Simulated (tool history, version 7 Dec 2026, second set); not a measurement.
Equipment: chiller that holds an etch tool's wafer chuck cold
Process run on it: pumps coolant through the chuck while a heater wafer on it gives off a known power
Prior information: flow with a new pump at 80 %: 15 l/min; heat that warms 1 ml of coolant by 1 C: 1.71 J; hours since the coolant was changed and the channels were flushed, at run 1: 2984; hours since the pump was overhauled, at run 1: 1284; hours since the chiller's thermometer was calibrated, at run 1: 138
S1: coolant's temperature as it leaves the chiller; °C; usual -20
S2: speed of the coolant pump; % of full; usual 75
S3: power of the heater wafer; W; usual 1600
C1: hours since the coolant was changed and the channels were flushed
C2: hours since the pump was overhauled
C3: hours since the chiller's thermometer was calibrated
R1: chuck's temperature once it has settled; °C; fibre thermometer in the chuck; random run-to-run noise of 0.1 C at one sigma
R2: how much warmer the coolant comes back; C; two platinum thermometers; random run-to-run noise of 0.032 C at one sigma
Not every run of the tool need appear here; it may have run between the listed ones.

Run 1, day 0: usual settings; C1 2984; C2 1284; C3 138. Result: R1 -6.6 °C, R2 4.01 C.
Run 2, day 1.221: usual settings; C1 3013; C2 1314; C3 168. Result: R1 -6.7 °C, R2 4.01 C.
Run 3, day 2.4: usual settings; C1 3042; C2 1342; C3 196. Result: R1 -6.5 °C, R2 4.06 C.
Run 4, day 4.188: usual settings but S1 -18 °C; C1 3084; C2 1385; C3 239. Result: R1 -4.6 °C, R2 4.04 C.
Run 5, day 5.8: usual settings; C1 3123; C2 1424; C3 278. Result: R1 -6.7 °C, R2 3.94 C.
Run 6, day 7.6: usual settings; C1 3166; C2 1467; C3 321. Result: R1 -6.5 °C, R2 3.96 C.
Run 7, day 9.408: usual settings but S3 1431 W; C1 3210; C2 1510; C3 364. Result: R1 -8.1 °C, R2 3.55 C.
Run 8, day 11.067: usual settings but S3 1431 W; C1 3249; C2 1550; C3 404. Result: R1 -8 °C, R2 3.56 C.
Run 9, day 11.879: usual settings but S3 1431 W; C1 3269; C2 1569; C3 424. Result: R1 -8 °C, R2 3.58 C.
Run 10, day 13.092: usual settings but S1 -23 °C, S2 70 % of full, S3 1431 W; C1 3298; C2 1599; C3 453. Result: R1 -10.4 °C, R2 3.85 C.
Run 11, day 13.921: usual settings but S1 -19 °C, S2 65 % of full, S3 1344 W; C1 3318; C2 1618; C3 473. Result: R1 -6.6 °C, R2 3.91 C.
Run 12, day 15.408: usual settings but S1 -10 °C, S2 95 % of full, S3 2178 W; C1 3354; C2 1654; C3 508. Result: R1 5.6 °C, R2 4.15 C.
Run 13, day 16.721: usual settings but S1 -10 °C, S2 95 % of full, S3 2178 W; C1 3385; C2 1686; C3 540. Result: R1 5.5 °C, R2 4.12 C.
Run 14, day 18.433: usual settings but S1 -15 °C, S2 82 % of full, S3 1193 W; C1 3426; C2 1727; C3 581. Result: R1 -5.6 °C, R2 2.61 C.
Run 15, day 19.633: usual settings but S2 73 % of full, S3 1707 W; C1 3455; C2 1756; C3 610. Result: R1 -5.4 °C, R2 4.3 C.
Run 16, day 20.492: usual settings but S1 -30 °C, S2 81 % of full, S3 2203 W; C1 3476; C2 1776; C3 630. Result: R1 -12.4 °C, R2 5.04 C.
Run 17, day 22.025: usual settings but S1 -17 °C, S2 81 % of full, S3 1234 W; C1 3512; C2 1813; C3 667. Result: R1 -7.1 °C, R2 2.72 C.
Run 18, day 23.862: usual settings but S1 -17 °C, S2 81 % of full, S3 1234 W; C1 3557; C2 1857; C3 711. Result: R1 -7.1 °C, R2 2.78 C.

Results for each run, recomputed without the tool's hidden state and with each run's random variation untouched:
Hidden state at play: heat passed by the chuck's channels, % of clean ones'; flow at a given pump speed, % of a new pump's; coolant's true temperature over the reading, C; drift of the gauge itself on chuck_c, C; drift of the gauge itself on warmer_back_c, C.
run    R2
  1     4
  2  4.01
  3  4.07
  4  4.05
  5  3.96
  6  3.98
  7  3.58
  8   3.6
  9  3.62
 10  3.89
 11  3.96
 12  4.21
 13  4.18
 14  2.67
 15  4.37
 16  5.11
 17   2.8
 18  2.86
R1: at most 0.1 °C away from the measurement, every run.

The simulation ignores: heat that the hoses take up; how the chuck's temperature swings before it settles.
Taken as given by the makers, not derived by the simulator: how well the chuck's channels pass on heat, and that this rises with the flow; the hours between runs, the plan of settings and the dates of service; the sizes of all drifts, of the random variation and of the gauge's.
